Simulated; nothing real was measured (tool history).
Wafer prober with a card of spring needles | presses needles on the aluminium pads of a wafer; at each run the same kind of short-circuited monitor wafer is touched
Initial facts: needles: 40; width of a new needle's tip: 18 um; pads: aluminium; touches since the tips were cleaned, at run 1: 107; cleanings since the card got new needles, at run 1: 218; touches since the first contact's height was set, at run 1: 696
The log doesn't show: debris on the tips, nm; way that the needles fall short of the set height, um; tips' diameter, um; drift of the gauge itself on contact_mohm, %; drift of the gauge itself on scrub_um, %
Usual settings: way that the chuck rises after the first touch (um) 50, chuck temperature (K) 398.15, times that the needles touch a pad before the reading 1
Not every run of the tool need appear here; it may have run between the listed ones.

run,hour,way that the chuck rises after the first touch (um),chuck temperature (K),times that the needles touch a pad before the reading,touches since the tips were cleaned,cleanings since the card got new needles,touches since the first contact's height was set,resistance of one needle with its contact and lead (mohm),way that a needle slides on the pad (um)
1,0,50,398.15,1,107,218,696,226,9.36
# hour 4.7: tips cleaned on abrasive film
# hour 9.5: tips cleaned on abrasive film
# hour 15.4: tips cleaned on abrasive film
# hour 20.1: tips cleaned on abrasive film
# hour 25.7: tips cleaned on abrasive film
2,25.7,50,398.15,1,0,223,13437,189,9.2
# hour 31.6: tips cleaned on abrasive film
# hour 36.3: tips cleaned on abrasive film
3,40.5,50,398.15,1,2126,225,20852,457,9.19
# hour 41.8: tips cleaned on abrasive film
# hour 47.7: tips cleaned on abrasive film
# hour 52.4: tips cleaned on abrasive film
# hour 57.2: tips cleaned on abrasive film
# hour 63.1: tips cleaned on abrasive film
4,63.5,50,398.15,1,203,230,32222,234,9.15
# hour 68.2: tips cleaned on abrasive film
# hour 74.2: tips cleaned on abrasive film
# hour 80.1: tips cleaned on abrasive film
# hour 86: tips cleaned on abrasive film
# hour 90.7: tips cleaned on abrasive film
# hour 96.6: tips cleaned on abrasive film
5,99.7,50,398.15,1,1544,236,50220,437,9.08
# hour 102.1: tips cleaned on abrasive film
# hour 106.8: tips cleaned on abrasive film
# hour 112.7: tips cleaned on abrasive film
6,114.3,50,398.15,1,804,239,57487,339,9.03
# hour 117.9: tips cleaned on abrasive film
# hour 123.8: tips cleaned on abrasive film
# hour 129.7: tips cleaned on abrasive film
# hour 135.6: tips cleaned on abrasive film
7,138.8,50,398.15,1,1578,243,69643,438,8.86
# hour 141.2: tips cleaned on abrasive film
# hour 145.9: tips cleaned on abrasive film
# hour 151.8: tips cleaned on abrasive film
# hour 156.6: tips cleaned on abrasive film
# hour 161.5: tips cleaned on abrasive film
8,161.5,50,398.15,1,0,248,80888,191,8.66
# hour 166.2: tips cleaned on abrasive film
# hour 172.1: tips cleaned on abrasive film
# hour 177.5: tips cleaned on abrasive film
9,177.5,50,398.15,1,0,251,88860,197,8.48
# hour 183.4: tips cleaned on abrasive film
# hour 189.3: tips cleaned on abrasive film
# hour 194.1: tips cleaned on abrasive film
10,198.6,50,398.15,1,2278,254,99365,546,8.61
# hour 199.9: tips cleaned on abrasive film
# hour 205.8: tips cleaned on abrasive film
# hour 210.5: tips cleaned on abrasive film
# hour 216.4: tips cleaned on abrasive film
# hour 222.3: tips cleaned on abrasive film
# hour 228.2: tips cleaned on abrasive film
11,230.1,50,398.15,1,945,260,115002,416,8.51
# hour 233.7: tips cleaned on abrasive film
# hour 239.6: tips cleaned on abrasive film
# hour 245.5: tips cleaned on abrasive film
12,248.8,50,398.15,1,1658,263,124300,507,8.39
# hour 251.2: tips cleaned on abrasive film
# hour 257.1: tips cleaned on abrasive film
# hour 263: tips cleaned on abrasive film
# hour 267.8: tips cleaned on abrasive film
13,270.5,50,382.15,1,1409,267,135112,458,8.32
# hour 273: tips cleaned on abrasive film
# hour 277.7: tips cleaned on abrasive film
# hour 282.5: tips cleaned on abrasive film
# hour 288.4: tips cleaned on abrasive film
14,289.1,67,301.15,1,370,271,144298,247,11.31
# hour 293.8: tips cleaned on abrasive film
# hour 295.3: height of the first contact set anew
# hour 298.9: tips cleaned on abrasive film
# hour 304.8: tips cleaned on abrasive film
15,306.3,50,386.15,1,750,274,5451,320,9.17
# hour 309.9: tips cleaned on abrasive film
# hour 315.8: tips cleaned on abrasive film
# hour 321.7: tips cleaned on abrasive film
# hour 326.4: tips cleaned on abrasive film
16,330.8,68,345.15,2,2196,278,17638,272,12.86
# hour 332: tips cleaned on abrasive film
# hour 337.9: tips cleaned on abrasive film
# hour 342.7: tips cleaned on abrasive film
17,345.7,68,345.15,2,1510,281,25025,255,12.4
# hour 348.1: tips cleaned on abrasive film
# hour 352.8: tips cleaned on abrasive film
# hour 358.7: tips cleaned on abrasive film
# hour 363.5: tips cleaned on abrasive film
# hour 368.2: tips cleaned on abrasive film
# hour 373: tips cleaned on abrasive film
# hour 378.9: tips cleaned on abrasive film
18,380.2,36,398.15,3,671,288,42149,324,6.2
# hour 383.8: tips cleaned on abrasive film
# hour 389.7: tips cleaned on abrasive film
# hour 395.2: tips cleaned on abrasive film
19,395.2,36,398.15,3,0,291,49580,216,6.48
# hour 401.1: tips cleaned on abrasive film
# hour 407: tips cleaned on abrasive film
# hour 412.9: tips cleaned on abrasive film
# hour 417.6: tips cleaned on abrasive film
# hour 423.6: tips cleaned on abrasive film
# hour 429.5: tips cleaned on abrasive film
20,431.1,36,398.15,3,809,297,67431,344,6.29
# hour 434.6: tips cleaned on abrasive film
# hour 440.6: tips cleaned on abrasive film
# hour 445.3: tips cleaned on abrasive film
# hour 451.2: tips cleaned on abrasive film
# hour 455.9: tips cleaned on abrasive film
# hour 461.9: tips cleaned on abrasive film
21,465.3,50,358.15,1,1753,303,84464,536,8.77
# hour 467.7: tips cleaned on abrasive film
# hour 473.6: tips cleaned on abrasive film
# hour 478.4: tips cleaned on abrasive film
# hour 484.3: tips cleaned on abrasive film
# hour 490.2: tips cleaned on abrasive film
# hour 495.7: tips cleaned on abrasive film
22,495.7,39,396.15,1,0,309,99557,244,6.61
# hour 500.5: tips cleaned on abrasive film
# hour 506.4: tips cleaned on abrasive film
# hour 511.1: tips cleaned on abrasive film
23,511.9,50,322.15,3,394,312,107590,221,8.68
# hour 516.7: tips cleaned on abrasive film
# hour 521.4: tips cleaned on abrasive film
# hour 527.3: tips cleaned on abrasive film
# hour 533.2: tips cleaned on abrasive film
# hour 538.8: tips cleaned on abrasive film
24,538.8,61,307.15,2,0,317,120958,178,10.79

Each row is a separate what-if for the run after 24, all from the same tool condition, not one after another. Results?
# hour 544.7: tips cleaned on abrasive film
# hour 550.7: tips cleaned on abrasive film
# hour 556: tips cleaned on abrasive film
A,556,50,330.15,1,0,320,129513,?,?
# hour 544.7: tips cleaned on abrasive film
# hour 550.7: tips cleaned on abrasive film
# hour 556: tips cleaned on abrasive film
B,556,50,359.15,1,0,320,129513,?,?
# hour 544.7: tips cleaned on abrasive film
# hour 550.7: tips cleaned on abrasive film
# hour 556: tips cleaned on abrasive film
C,556,69,326.15,2,0,320,129513,?,?

run,resistance of one needle with its contact and lead (mohm),way that a needle slides on the pad (um)
A,222,8.29
B,223,8.48
C,175,11.93
What these runs would have given with no unlogged condition in the tool:
run,resistance of one needle with its contact and lead (mohm),way that a needle slides on the pad (um)
A,148,9.27
B,151,9.44
C,146,12.91
